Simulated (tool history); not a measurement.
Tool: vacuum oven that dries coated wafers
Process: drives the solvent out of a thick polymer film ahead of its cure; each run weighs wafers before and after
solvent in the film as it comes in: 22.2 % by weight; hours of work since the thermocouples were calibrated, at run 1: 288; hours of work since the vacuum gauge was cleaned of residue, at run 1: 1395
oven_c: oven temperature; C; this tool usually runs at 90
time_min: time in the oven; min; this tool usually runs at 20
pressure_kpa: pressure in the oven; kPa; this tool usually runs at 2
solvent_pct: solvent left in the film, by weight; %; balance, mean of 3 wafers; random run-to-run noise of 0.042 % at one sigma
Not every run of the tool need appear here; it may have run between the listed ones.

| run | hour | oven_c | time_min | pressure_kpa | hours of work since the thermocouples were calibrated | hours of work since the vacuum gauge was cleaned of residue | solvent_pct |
|---|---|---|---|---|---|---|---|
| 1 | 0 | 90 | 20 | 2 | 288 | 1395 | 4.31 |
| 2 | 69.9 | 90 | 20 | 2 | 323 | 1429 | 4.24 |
| 3 | 102.8 | 90 | 20 | 2 | 339 | 1445 | 4.4 |
| 4 | 162.1 | 90 | 20 | 2 | 369 | 1475 | 4.31 |
| 5 | 228.4 | 90 | 20 | 2 | 401 | 1508 | 4.47 |
| 6 | 271.8 | 90 | 20 | 2 | 423 | 1529 | 4.4 |
|  | 280 | oven's thermocouples calibrated |
| 7 | 323.5 | 90 | 20 | 2 | 22 | 1554 | 4.42 |
| 8 | 375 | 90 | 20 | 2 | 47 | 1579 | 4.36 |
| 9 | 414.2 | 90 | 20 | 2 | 66 | 1599 | 4.51 |
| 10 | 475 | 90 | 20 | 2 | 97 | 1629 | 4.43 |
| 11 | 517.9 | 90 | 17 | 2 | 118 | 1650 | 5.33 |
| 12 | 586.1 | 77 | 13 | 3.75 | 152 | 1684 | 12.78 |
| 13 | 645.5 | 77 | 13 | 3.75 | 181 | 1713 | 12.68 |
| 14 | 676.3 | 90 | 15 | 2 | 196 | 1729 | 6.05 |
|  | 691 | oven's thermocouples calibrated, once more |
| 15 | 749.4 | 90 | 15 | 2.26 | 29 | 1764 | 6.11 |
| 16 | 800.7 | 96 | 27 | 1.98 | 54 | 1789 | 2.01 |
| 17 | 836.4 | 84 | 18 | 1.3 | 72 | 1807 | 6.47 |
| 18 | 887.2 | 88 | 25 | 2.41 | 97 | 1832 | 4.27 |

Run 19 is up next; what results do you expect?
| 19 | 946.6 | 88 | 23 | 2.41 | 127 | 1861 | ? |

solvent_pct: 4.72 %
If the tool had no hidden condition, the same run with the same run-to-run variation would have returned solvent_pct 4.23 %.
